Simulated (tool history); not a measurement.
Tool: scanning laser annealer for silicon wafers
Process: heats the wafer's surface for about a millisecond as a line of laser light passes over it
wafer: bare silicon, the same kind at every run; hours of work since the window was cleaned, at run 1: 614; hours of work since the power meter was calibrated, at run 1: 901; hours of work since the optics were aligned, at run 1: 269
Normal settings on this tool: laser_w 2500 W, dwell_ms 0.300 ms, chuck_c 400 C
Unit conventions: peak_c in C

run    hour  laser_w  dwell_ms  chuck_c  hours of work since the window was cleaned  hours of work since the power meter was calibrated  hours of work since the optics were aligned  peak_c
  1     0.0     2500     0.300      400                                         614                                                 901                                          269    1145
  2    57.9     2500     0.300      400                                         638                                                 925                                          293    1148
  3    86.3     2500     0.300      400                                         650                                                 936                                          305    1147
  4   145.8     2500     0.300      400                                         675                                                 961                                          329    1146
  5   190.5     2500     0.300      400                                         693                                                 980                                          348    1145
  6   245.8     2500     0.300      400                                         716                                                1003                                          371    1142
  7   279.1     2500     0.300      400                                         730                                                1017                                          385    1145
  8   318.6     2500     0.223      400                                         747                                                1033                                          401    1056
  9   361.3     2500     0.223      400                                         765                                                1051                                          419    1057
 10   403.9     2500     0.223      400                                         782                                                1069                                          437    1052
 11   456.3     2500     0.223      401                                         804                                                1090                                          459    1055
 12   490.9     2500     0.223      401                                         818                                                1105                                          473    1058
 13   528.1     2500     0.300      400                                         834                                                1120                                          489    1141
 14   560.7     2500     0.300      400                                         848                                                1134                                          502    1139
 15   591.4     2500     0.300      400                                         860                                                1147                                          515    1140
 16   638.0     2500     0.300      400                                         880                                                1166                                          534    1139
 17   689.5     2500     0.300      395                                         901                                                1187                                          556    1135
 18   721.1     2500     0.300      395                                         914                                                1201                                          569    1131
 19   781.1     2500     0.247      400                                         939                                                1226                                          594    1078
 20   810.8     2500     0.247      400                                         952                                                1238                                          606    1078
      815.9  -- window over the wafer cleaned
 21   871.5     2500     0.247      400                                          23                                                1262                                          631    1099
 22   926.4     2500     0.300      427                                          46                                                1285                                          654    1182
 23   979.8     2500     0.300      427                                          68                                                1307                                          676    1180
 24  1038.0     2149     0.341      404                                          92                                                1332                                          700    1079
 25  1091.0     2149     0.341      404                                         114                                                1354                                          722    1079
 26  1129.1     2335     0.300      392                                         130                                                1370                                          738    1094
 27  1177.4     2130     0.222      401                                         150                                                1390                                          758     956
 28  1228.9     2500     0.280      400                                         172                                                1411                                          779    1135
 29  1273.6     2219     0.311      400                                         190                                                1430                                          798    1072
 30  1299.2     2327     0.258      423                                         201                                                1440                                          809    1078
 31  1323.6     2615     0.258      423                                         211                                                1450                                          819    1165
 32  1383.6     2351     0.300      400                                         236                                                1475                                          844    1102
 33  1419.3     2412     0.300      399                                         251                                                1490                                          859    1123
 34  1451.7     2412     0.262      399                                         265                                                1504                                          872    1081
 35  1482.3     2126     0.300      373                                         277                                                1517                                          885    1000
 36  1531.4     2500     0.331      413                                         298                                                1537                                          905    1196
 37  1579.4     2500     0.331      413                                         318                                                1557                                          925    1196
 38  1636.0     2399     0.303      391                                         341                                                1581                                          949    1113
 39  1684.9     2571     0.369      400                                         362                                                1601                                          969    1244
 40  1722.9     2500     0.270      400                                         377                                                1617                                          985    1115
 41  1766.3     2500     0.270      400                                         396                                                1635                                         1003    1118

Each row is a separate what-if for the run after 41, all from the same tool condition, not one after another. Results?
  A  1820.6     2500     0.260      420                                         418                                                1657                                         1026       ?
  B  1820.6     2467     0.355      367                                         418                                                1657                                         1026       ?
  C  1820.6     2501     0.310      399                                         418                                                1657                                         1026       ?
  D  1820.6     2246     0.270      400                                         418                                                1657                                         1026       ?

run  peak_c
  A    1125
  B    1158
  C    1156
  D    1030
The same runs, with their run-to-run variation unchanged, on a tool lacking any hidden condition would have given:
run  peak_c
  A    1140
  B    1174
  C    1172
  D    1043

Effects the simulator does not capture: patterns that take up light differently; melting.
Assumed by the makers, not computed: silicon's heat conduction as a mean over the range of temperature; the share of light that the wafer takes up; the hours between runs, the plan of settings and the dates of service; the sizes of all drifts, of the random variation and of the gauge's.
